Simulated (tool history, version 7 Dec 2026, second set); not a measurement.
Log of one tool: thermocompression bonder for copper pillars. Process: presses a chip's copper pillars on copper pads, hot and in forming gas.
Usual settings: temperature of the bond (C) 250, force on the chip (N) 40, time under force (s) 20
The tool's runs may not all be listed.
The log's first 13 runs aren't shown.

run   hour  temperature of the bond (C)  force on the chip (N)  time under force (s)  force that shears a chip off (N)
 14  359.7                          250                     33                    20                              91.1
 15  387.3                          250                     27                    20                              77.2
     394.1  -- heater calibrated with a thermocouple chip
 16  423.7                          250                     27                    20                              73.9
 17  445.4                          250                     40                    20                              97.4
 18  469.6                          278                     54                    20                             139.4
 19  503.2                          239                     40                    20                              85.1
 20  537.9                          280                     40                    15                             119.7
 21  559.3                          280                     40                    15                             118.2
 22  591.1                          280                     40                    15                             118.5
     594.6  -- force cell calibrated
 23  626.5                          280                     40                    15                             114.7
 24  657.9                          280                     40                    15                             114.7
       661  -- force cell calibrated, once more
 25  684.4                          230                     50                    12                              80.3
 26  704.9                          247                     48                    44                             124.8
 27  726.2                          247                     48                    44                             126.6
 28  751.9                          267                     48                    25                             128.5
 29  781.6                          273                     40                    13                             108.7
 30  812.4                          269                     24                    25                                91
 31  846.5                          250                     31                    20                              81.6
 32  865.3                          232                     33                    20                              68.7
 33  895.8                          237                     38                    57                             108.9

Forecast each of these 3 alternatives for the next run:
  A  925.6                          234                     49                    20                                 ?
  B  925.6                          237                     27                    57                                 ?
  C  925.6                          275                     50                    13                                 ?

run  force that shears a chip off (N)
  A                              92.2
  B                              87.8
  C                             119.1
Without the tool's hidden state the same runs would have given:
run  force that shears a chip off (N)
  A                              97.9
  B                              92.9
  C                             128.4
